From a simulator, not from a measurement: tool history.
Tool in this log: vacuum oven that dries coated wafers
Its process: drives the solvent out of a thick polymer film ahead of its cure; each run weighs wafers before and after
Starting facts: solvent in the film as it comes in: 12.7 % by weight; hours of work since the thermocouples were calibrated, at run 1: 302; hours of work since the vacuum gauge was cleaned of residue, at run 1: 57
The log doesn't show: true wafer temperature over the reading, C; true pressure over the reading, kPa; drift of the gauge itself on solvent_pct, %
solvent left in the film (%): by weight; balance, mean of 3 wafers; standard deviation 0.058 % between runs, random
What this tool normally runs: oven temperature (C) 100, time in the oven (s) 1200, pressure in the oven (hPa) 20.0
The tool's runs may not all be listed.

run,day,oven temperature (C),time in the oven (s),pressure in the oven (hPa),hours of work since the thermocouples were calibrated,hours of work since the vacuum gauge was cleaned of residue,solvent left in the film (%)
1,0.000,100,1200,20.0,302,57,2.82
2,1.342,100,1200,20.0,320,75,2.80
3,3.538,100,1200,20.0,350,105,2.83
4,5.454,100,1200,20.0,376,131,2.90
5,7.562,100,1200,20.0,405,160,2.86
6,8.662,100,1200,20.0,420,175,2.92
7,10.229,100,1200,20.0,441,196,2.86
8,11.950,100,1200,20.0,465,220,2.81
9,13.788,100,1200,20.0,490,245,2.70
10,14.983,100,1200,16.7,506,261,2.63
11,16.579,100,1200,16.7,528,283,2.73
12,18.138,100,1200,20.0,549,304,2.74
13,20.204,100,1200,20.0,577,333,2.79
14,22.196,100,1440,20.0,605,360,2.25
15,23.788,100,1200,20.0,626,381,2.70
16,25.825,89,1200,20.0,654,409,5.77
17,27.054,89,1200,20.0,671,426,5.67
18,28.442,100,1200,27.6,690,445,2.94
19,29.650,100,1800,20.0,706,461,1.63
20,31.796,100,1200,20.0,736,491,2.61
21,34.062,100,1200,20.0,767,522,2.79
22,36.246,100,1200,20.0,796,551,2.68
23,37.638,100,1200,54.1,815,570,3.47
24,39.504,100,1200,54.1,841,596,3.37
25,40.738,95,1380,20.0,858,613,3.46
26,41.829,100,660,17.1,872,628,4.73
# day 42.108: oven's thermocouples calibrated
27,42.871,100,660,17.1,10,641,4.48
28,44.688,100,660,17.1,35,665,4.59
29,46.683,87,1200,20.0,62,693,6.01
30,48.462,87,1200,20.0,87,717,5.85
31,49.912,87,1200,20.0,106,737,5.93
# day 51.729: oven's thermocouples calibrated, once more
32,51.771,109,1200,20.0,1,761,1.16
33,53.329,103,1920,20.0,22,782,1.17
34,55.546,107,660,20.0,52,812,3.27
35,56.850,107,660,20.0,70,830,3.41
36,59.067,100,720,26.3,100,860,4.84
37,61.317,108,660,59.5,131,891,3.62
38,63.283,108,660,59.5,158,918,3.64
39,65.579,108,660,59.5,189,949,3.65
40,67.025,105,660,33.4,209,969,3.96
41,69.150,100,2040,38.6,238,998,1.93
42,70.475,101,2040,45.8,256,1016,1.83
43,71.479,96,660,22.9,269,1030,6.16
44,73.125,89,900,20.0,292,1052,6.79
45,74.800,93,1200,24.5,315,1075,4.97
46,75.904,100,1200,33.3,330,1090,3.19
47,77.712,100,1260,20.0,354,1115,2.83

Branching from run 47: 4 alternative next runs. What would each branch give?
A,80.021,102,1200,20.0,386,1146,?
B,80.021,97,900,25.6,386,1146,?
C,80.021,114,1260,27.6,386,1146,?
D,80.021,98,660,26.5,386,1146,?

run,solvent left in the film (%)
A,2.43
B,4.78
C,0.73
D,5.74
Take away the tool's hidden state, keep each run's random variation, and the runs would have read:
run,solvent left in the film (%)
A,2.45
B,4.83
C,0.69
D,5.80
